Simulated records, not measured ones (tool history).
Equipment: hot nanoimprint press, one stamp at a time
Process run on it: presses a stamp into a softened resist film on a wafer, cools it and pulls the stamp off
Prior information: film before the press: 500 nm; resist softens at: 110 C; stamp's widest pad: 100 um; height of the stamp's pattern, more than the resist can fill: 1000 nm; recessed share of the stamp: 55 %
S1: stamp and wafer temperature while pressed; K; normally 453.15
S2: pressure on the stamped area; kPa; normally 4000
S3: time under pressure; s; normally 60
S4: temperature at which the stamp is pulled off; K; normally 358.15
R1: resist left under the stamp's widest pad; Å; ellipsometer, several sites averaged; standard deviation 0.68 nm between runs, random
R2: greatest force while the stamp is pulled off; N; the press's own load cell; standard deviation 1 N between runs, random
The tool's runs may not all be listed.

| run | day | S1 | S2 | S3 | S4 | R1 | R2 |
|---|---|---|---|---|---|---|---|
| 1 | 0.000 | 453.15 | 4000 | 60 | 358.15 | 2671 | 105 |
| 2 | 1.362 | 453.15 | 4000 | 103 | 358.15 | 2226 | 104 |
| 3 | 2.471 | 453.15 | 4000 | 60 | 348.15 | 2679 | 129 |
| 4 | 3.829 | 453.15 | 4000 | 60 | 348.15 | 2686 | 131 |
| 5 | 4.933 | 453.15 | 4790 | 60 | 358.15 | 2494 | 108 |
| 6 | 7.129 | 453.15 | 4790 | 60 | 358.15 | 2521 | 110 |
|  | 8.271 | plate thermocouple calibrated |
| 7 | 8.708 | 453.15 | 4000 | 60 | 354.15 | 2616 | 117 |
| 8 | 9.696 | 453.15 | 4000 | 60 | 354.15 | 2606 | 118 |
| 9 | 11.838 | 453.15 | 3470 | 60 | 354.15 | 2776 | 121 |
| 10 | 13.000 | 453.15 | 3470 | 60 | 354.15 | 2807 | 121 |
| 11 | 14.288 | 453.15 | 4640 | 60 | 358.15 | 2486 | 110 |
| 12 | 16.212 | 453.15 | 4640 | 60 | 358.15 | 2512 | 113 |
| 13 | 17.938 | 453.15 | 4000 | 60 | 349.15 | 2678 | 136 |
| 14 | 19.579 | 453.15 | 4000 | 60 | 358.15 | 2701 | 113 |
| 15 | 21.750 | 453.15 | 4000 | 60 | 358.15 | 2697 | 115 |
| 16 | 22.638 | 441.15 | 4000 | 36 | 343.15 | 4132 | 156 |
| 17 | 24.121 | 462.15 | 2610 | 58 | 365.15 | 2521 | 99 |
|  | 25.458 | press's hydraulic seals changed and the load cell set to zero |
| 18 | 25.667 | 463.15 | 2610 | 58 | 365.15 | 2411 | 100 |
|  | 26.250 | stamp cleaned and given a new release coat |
| 19 | 27.604 | 453.15 | 2610 | 58 | 365.15 | 3224 | 82 |
|  | 28.771 | plate thermocouple calibrated |
| 20 | 29.733 | 449.15 | 4030 | 60 | 358.15 | 2910 | 95 |
| 21 | 31.162 | 461.15 | 4300 | 47 | 358.15 | 2127 | 95 |
| 22 | 32.346 | 453.15 | 6120 | 59 | 358.15 | 2145 | 98 |
| 23 | 33.808 | 453.15 | 6120 | 59 | 358.15 | 2153 | 96 |
| 24 | 34.729 | 453.15 | 2550 | 49 | 363.15 | 3325 | 88 |
| 25 | 36.479 | 453.15 | 2550 | 49 | 363.15 | 3329 | 90 |

What will run 26 give?
| 26 | 38.650 | 453.15 | 2550 | 49 | 363.15 | ? | ? |

{"run 26": {"R1": 3338, "R2": 89}}
If the tool had no hidden condition, the same run with the same run-to-run variation would have returned R1 3277 Å, R2 83 N.
